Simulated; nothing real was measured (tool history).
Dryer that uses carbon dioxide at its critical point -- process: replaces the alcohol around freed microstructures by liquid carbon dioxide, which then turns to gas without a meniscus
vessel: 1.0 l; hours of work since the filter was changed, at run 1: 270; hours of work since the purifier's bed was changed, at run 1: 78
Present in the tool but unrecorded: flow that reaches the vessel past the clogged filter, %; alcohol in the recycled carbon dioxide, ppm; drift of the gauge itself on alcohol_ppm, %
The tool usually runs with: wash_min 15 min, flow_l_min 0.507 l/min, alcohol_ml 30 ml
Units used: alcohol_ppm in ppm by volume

run,hour,wash_min,flow_l_min,alcohol_ml,hours of work since the filter was changed,hours of work since the purifier's bed was changed,alcohol_ppm
1,0.0,15,0.507,30,270,78,45
2,33.2,15,0.507,30,283,90,40
3,93.9,15,0.435,30,306,113,108
4,123.0,15,0.435,30,317,124,120
5,179.3,15,0.435,30,338,146,125
6,234.3,15,0.507,30,359,167,69
7,280.7,12,0.753,24,376,184,26
8,326.0,12,0.753,24,394,201,37
9,385.4,15,0.759,57,416,224,28
10,443.4,15,0.759,57,438,246,26
11,479.7,15,0.759,57,452,260,31

Consider 5 possible next runs. They are alternatives, not a sequence: every one starts from the tool as it was left by run 11. What does each give?
A,535.3,15,0.741,30,473,281,?
B,535.3,15,0.507,53,473,281,?
C,535.3,10,0.507,55,473,281,?
D,535.3,15,0.759,103,473,281,?
E,535.3,18,0.572,62,473,281,?

run,alcohol_ppm
A,28
B,124
C,833
D,38
E,38
Without the tool's unlogged condition, the same runs would have read:
run,alcohol_ppm
A,2
B,35
C,376
D,9
E,6
